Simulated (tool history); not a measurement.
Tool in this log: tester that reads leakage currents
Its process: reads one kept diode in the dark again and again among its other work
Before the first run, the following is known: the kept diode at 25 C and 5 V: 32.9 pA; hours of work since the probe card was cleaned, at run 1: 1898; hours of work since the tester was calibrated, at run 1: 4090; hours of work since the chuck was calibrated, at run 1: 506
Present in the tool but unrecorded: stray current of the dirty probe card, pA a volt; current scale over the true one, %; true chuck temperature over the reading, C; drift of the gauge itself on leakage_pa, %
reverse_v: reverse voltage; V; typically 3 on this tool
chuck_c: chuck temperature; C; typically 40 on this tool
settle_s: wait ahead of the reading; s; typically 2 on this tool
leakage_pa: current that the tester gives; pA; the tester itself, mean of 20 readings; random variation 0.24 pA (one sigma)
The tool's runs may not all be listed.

| run | hour | reverse_v | chuck_c | settle_s | hours of work since the probe card was cleaned | hours of work since the tester was calibrated | hours of work since the chuck was calibrated | leakage_pa |
|---|---|---|---|---|---|---|---|---|
| 1 | 0 | 3 | 40 | 2 | 1898 | 4090 | 506 | 88.35 |
| 2 | 218.2 | 3 | 40 | 2 | 2044 | 4236 | 653 | 90.82 |
|  | 295.2 | chuck's temperature calibrated |
| 3 | 484.5 | 3 | 40 | 2 | 2221 | 4413 | 127 | 81.76 |
|  | 588.7 | probe card cleaned and baked |
| 4 | 692.6 | 3 | 40 | 0.7 | 70 | 4551 | 264 | 82.18 |
| 5 | 854.2 | 3 | 40 | 2 | 178 | 4659 | 373 | 83.19 |
| 6 | 1097.6 | 3 | 40 | 2 | 341 | 4822 | 536 | 85.87 |
|  | 1270.2 | tester calibrated |
| 7 | 1308.6 | 3 | 40 | 2 | 481 | 26 | 676 | 87.02 |
|  | 1349.3 | chuck's temperature calibrated |
| 8 | 1512 | 3 | 28 | 2 | 616 | 161 | 109 | 34.98 |
| 9 | 1714.1 | 3 | 28 | 2 | 752 | 296 | 245 | 36.28 |
| 10 | 1860.4 | 3 | 28 | 2 | 850 | 394 | 343 | 37.14 |
| 11 | 2134.7 | 3 | 40 | 10 | 1034 | 578 | 527 | 84.36 |
|  | 2302.4 | tester calibrated, once more |
| 12 | 2338.5 | 3 | 40 | 10 | 1169 | 24 | 662 | 88.81 |
|  | 2400 | chuck's temperature calibrated |
| 13 | 2508 | 3 | 40 | 10 | 1282 | 137 | 72 | 80.29 |
| 14 | 2755.7 | 3 | 40 | 10 | 1448 | 303 | 238 | 82.57 |
| 15 | 2924 | 3 | 40 | 2.84 | 1560 | 415 | 351 | 84.54 |
| 16 | 3161.6 | 2.01 | 40 | 2 | 1720 | 575 | 511 | 74.38 |
| 17 | 3335.9 | 3 | 40 | 7.12 | 1837 | 692 | 627 | 89.13 |
|  | 3457.4 | chuck's temperature calibrated |
| 18 | 3585.9 | 3 | 40 | 3.58 | 2003 | 858 | 86 | 81.85 |
| 19 | 3778.5 | 3 | 25 | 2 | 2132 | 987 | 215 | 32.11 |
| 20 | 3920.8 | 3 | 25 | 2 | 2227 | 1082 | 311 | 32.72 |
|  | 4015.7 | probe card cleaned and baked |
| 21 | 4115.8 | 3 | 25 | 2 | 67 | 1211 | 439 | 30.46 |
| 22 | 4327.8 | 3 | 25 | 2 | 209 | 1353 | 582 | 31.6 |
|  | 4509.4 | chuck's temperature calibrated |
| 23 | 4588.8 | 5.93 | 25 | 0.52 | 383 | 1527 | 53 | 40.2 |
| 24 | 4860.8 | 15.37 | 29 | 0.66 | 565 | 1709 | 236 | 81.36 |
| 25 | 5012.9 | 3.35 | 40 | 1.93 | 667 | 1811 | 338 | 86.68 |
| 26 | 5145.4 | 3.35 | 40 | 1.93 | 756 | 1900 | 426 | 88.44 |
| 27 | 5334.8 | 3.35 | 40 | 1.93 | 883 | 2027 | 553 | 90.3 |
| 28 | 5511.1 | 3.35 | 40 | 1.93 | 1001 | 2145 | 672 | 92.41 |
|  | 5575.5 | chuck's temperature calibrated |
| 29 | 5803.1 | 3 | 53 | 2 | 1196 | 2340 | 153 | 181.58 |
| 30 | 5997.3 | 3 | 53 | 2 | 1326 | 2470 | 283 | 185.9 |
| 31 | 6153.4 | 10.4 | 20 | 1.24 | 1431 | 2575 | 387 | 41.63 |
| 32 | 6362.7 | 5.92 | 35 | 1.24 | 1571 | 2715 | 528 | 83.42 |
| 33 | 6581.5 | 5.92 | 37 | 1.06 | 1718 | 2862 | 675 | 97.64 |
|  | 6630.9 | chuck's temperature calibrated |
| 34 | 6824 | 5.92 | 37 | 1.06 | 1879 | 3023 | 129 | 90.93 |
| 35 | 7072 | 5.92 | 37 | 1.06 | 2045 | 3189 | 296 | 93.73 |
| 36 | 7359.9 | 2.86 | 23 | 0.94 | 2238 | 3382 | 489 | 29.44 |
|  | 7438.3 | probe card cleaned and baked |
| 37 | 7588.1 | 2.86 | 23 | 0.94 | 100 | 3533 | 640 | 27.47 |
|  | 7682.6 | chuck's temperature calibrated |
| 38 | 7887.6 | 2.86 | 23 | 0.94 | 300 | 3733 | 137 | 25.08 |
| 39 | 8079.7 | 3 | 43 | 2.02 | 429 | 3862 | 266 | 99.12 |
| 40 | 8271.7 | 2.52 | 24 | 2.02 | 557 | 3990 | 395 | 26.79 |

What differs in the tool's unlogged condition from the final listed run ahead of each entry between runs to the first listed run following it?
Logged between run 2 and run 3: chuck's temperature calibrated (hour 295.2)
  stray current of the dirty probe card, pA a volt: 0.943 -> 1.022; current scale over the true one, %: -1.15 -> -1.2; true chuck temperature over the reading, C: 2.06 -> 0.42
  measured value less the no-hidden-state value, leakage_pa: +12.94 -> +4.15 pA
Logged between run 3 and run 4: probe card cleaned and baked (hour 588.7)
  stray current of the dirty probe card, pA a volt: 1.022 -> 0.058; current scale over the true one, %: -1.2 -> -1.24; true chuck temperature over the reading, C: 0.42 -> 0.8
  measured value less the no-hidden-state value, leakage_pa: +4.15 -> +3.27 pA
Logged between run 6 and run 7: tester calibrated (hour 1270.2)
  stray current of the dirty probe card, pA a volt: 0.175 -> 0.236; current scale over the true one, %: -1.32 -> -2.29; true chuck temperature over the reading, C: 1.6 -> 2.01
  measured value less the no-hidden-state value, leakage_pa: +7.94 -> +9.52 pA
Logged between run 7 and run 8: chuck's temperature calibrated (hour 1349.3)
  stray current of the dirty probe card, pA a volt: 0.236 -> 0.3; current scale over the true one, %: -2.29 -> -2.33; true chuck temperature over the reading, C: 2.01 -> 0.24
  measured value less the no-hidden-state value, leakage_pa: +9.52 -> +0.59 pA
Logged between run 11 and run 12: tester calibrated, once more (hour 2302.4)
  stray current of the dirty probe card, pA a volt: 0.501 -> 0.563; current scale over the true one, %: -2.45 -> 0.02; true chuck temperature over the reading, C: 1.38 -> 1.72
  measured value less the no-hidden-state value, leakage_pa: +6.71 -> +11.01 pA
Logged between run 12 and run 13: chuck's temperature calibrated (hour 2400)
  stray current of the dirty probe card, pA a volt: 0.563 -> 0.614; current scale over the true one, %: 0.02 -> -0.02; true chuck temperature over the reading, C: 1.72 -> 0.17
  measured value less the no-hidden-state value, leakage_pa: +11.01 -> +2.63 pA
Logged between run 17 and run 18: chuck's temperature calibrated (hour 3457.4)
  stray current of the dirty probe card, pA a volt: 0.86 -> 0.934; current scale over the true one, %: -0.18 -> -0.23; true chuck temperature over the reading, C: 1.6 -> 0.36
  measured value less the no-hidden-state value, leakage_pa: +11.05 -> +4.39 pA
Logged between run 20 and run 21: probe card cleaned and baked (hour 4015.7)
  stray current of the dirty probe card, pA a volt: 1.043 -> 0.056; current scale over the true one, %: -0.29 -> -0.34; true chuck temperature over the reading, C: 0.99 -> 1.32
  measured value less the no-hidden-state value, leakage_pa: +4.98 -> +2.75 pA
Logged between run 22 and run 23: chuck's temperature calibrated (hour 4509.4)
  stray current of the dirty probe card, pA a volt: 0.123 -> 0.2; current scale over the true one, %: -0.38 -> -0.43; true chuck temperature over the reading, C: 1.71 -> 0.09
  measured value less the no-hidden-state value, leakage_pa: +3.8 -> +1.13 pA
Logged between run 28 and run 29: chuck's temperature calibrated (hour 5575.5)
  stray current of the dirty probe card, pA a volt: 0.498 -> 0.587; current scale over the true one, %: -0.62 -> -0.67; true chuck temperature over the reading, C: 1.85 -> 0.31
  measured value less the no-hidden-state value, leakage_pa: +11.43 -> +3.82 pA
Logged between run 33 and run 34: chuck's temperature calibrated (hour 6630.9)
  stray current of the dirty probe card, pA a volt: 0.827 -> 0.899; current scale over the true one, %: -0.84 -> -0.88; true chuck temperature over the reading, C: 1.76 -> 0.52
  measured value less the no-hidden-state value, leakage_pa: +14.16 -> +7.32 pA
Logged between run 36 and run 37: probe card cleaned and baked (hour 7438.3)
  stray current of the dirty probe card, pA a volt: 1.061 -> 0.072; current scale over the true one, %: -0.99 -> -1.04; true chuck temperature over the reading, C: 1.5 -> 1.88
  measured value less the no-hidden-state value, leakage_pa: +5.38 -> +3.29 pA
Logged between run 37 and run 38: chuck's temperature calibrated (hour 7682.6)
  stray current of the dirty probe card, pA a volt: 0.072 -> 0.164; current scale over the true one, %: -1.04 -> -1.1; true chuck temperature over the reading, C: 1.88 -> 0.45
  measured value less the no-hidden-state value, leakage_pa: +3.29 -> +0.92 pA
